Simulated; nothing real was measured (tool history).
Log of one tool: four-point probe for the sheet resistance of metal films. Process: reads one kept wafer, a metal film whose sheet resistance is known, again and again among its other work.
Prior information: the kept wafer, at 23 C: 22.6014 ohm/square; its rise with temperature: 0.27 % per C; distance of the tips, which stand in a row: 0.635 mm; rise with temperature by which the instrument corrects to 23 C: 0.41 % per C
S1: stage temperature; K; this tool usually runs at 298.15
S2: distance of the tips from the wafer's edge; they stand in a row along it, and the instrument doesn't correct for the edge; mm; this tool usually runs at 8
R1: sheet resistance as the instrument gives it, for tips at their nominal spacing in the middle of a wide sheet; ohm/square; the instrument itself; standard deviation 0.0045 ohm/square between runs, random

run,hour,S1,S2,R1
1,0.0,298.15,8,22.617933
2,37.6,298.15,8,22.624196
3,81.2,298.15,8,22.623367
4,125.1,298.15,8,22.632635
5,158.1,298.15,8,22.628683
6,199.8,298.15,8,22.632043
7,234.1,298.15,8,22.628494
8,272.7,298.15,8,22.637091
9,303.4,298.15,8,22.639964
10,346.2,305.15,8,22.431195
11,367.9,305.15,8,22.436066
12,389.7,305.15,8,22.441321
13,419.4,305.15,8,22.439378
14,457.2,305.15,4,22.660537
15,484.8,301.15,63,22.482472
16,507.0,301.15,63,22.490306
17,529.5,301.15,63,22.485835
18,550.4,297.15,25,22.624919
19,587.9,297.15,71,22.606201
20,625.1,308.15,10,22.338795
21,662.0,295.15,29,22.683339
22,693.8,294.15,6,22.839379
23,733.4,305.15,21,22.395385
24,770.8,307.15,42,22.330706

Table of differences, measured result less the result of that run with no hidden state. Run-to-run variation is the same in both. Gauge scatter possibly is not:
The tool's hidden condition here consists of: inner tips' distance over the nominal, %; tips' flats over new ones', %; wafer's true temperature over the reading, C; drift of the gauge itself on sheet_ohm, %.
run,R1
1,+0.001081
2,+0.003320
3,+0.005950
4,+0.008688
5,+0.010685
6,+0.013211
7,+0.015356
8,+0.017780
9,+0.019470
10,+0.021666
11,+0.023005
12,+0.024312
13,+0.025900
14,+0.028554
15,+0.030175
16,+0.031653
17,+0.033095
18,+0.034728
19,+0.036797
20,+0.038264
21,+0.041515
22,+0.043813
23,+0.045069
24,+0.047155
